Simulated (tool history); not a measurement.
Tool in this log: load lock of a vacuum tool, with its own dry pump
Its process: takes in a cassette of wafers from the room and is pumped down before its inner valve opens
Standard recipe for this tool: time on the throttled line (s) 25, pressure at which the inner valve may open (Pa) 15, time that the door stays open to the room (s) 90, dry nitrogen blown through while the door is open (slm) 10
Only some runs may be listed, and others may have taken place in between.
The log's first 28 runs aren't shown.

run,hour,time on the throttled line (s),pressure at which the inner valve may open (Pa),time that the door stays open to the room (s),dry nitrogen blown through while the door is open (slm),"incoming humidity of the room's air, %",time from the closed door until the inner valve may open (s),rise of the pressure with all valves shut (Pa/min)
29,2035.6,25,10,35,10,42.8,50.9,0.028
30,2114.9,25,10,35,10,43.3,51.5,0.033
31,2209.0,25,10,35,10,42.9,52.1,0.027
32,2299.6,25,15,90,6,43.7,50.3,0.055
33,2357.3,25,17,90,5,45.8,50.3,0.069
34,2430.0,23,27,90,17,44.7,46.2,0.049
35,2493.6,23,27,90,17,43.3,46.1,0.047
36,2555.8,25,23,90,36,44.6,49.0,0.033
37,2604.2,25,15,90,12,42.5,50.2,0.060
38,2689.0,25,25,90,18,45.5,48.7,0.052

Forecast each of these 3 alternatives for the next run:
A,2743.5,30,15,26,17,45.9,?,?
B,2743.5,44,15,37,14,48.3,?,?
C,2743.5,25,15,90,12,45.6,?,?

run,time from the closed door until the inner valve may open (s),rise of the pressure with all valves shut (Pa/min)
A,53.6,0.025
B,64.6,0.037
C,50.6,0.059
With no hidden state in the tool, these same runs would have given:
run,time from the closed door until the inner valve may open (s),rise of the pressure with all valves shut (Pa/min)
A,53.5,0.025
B,64.6,0.036
C,50.5,0.059
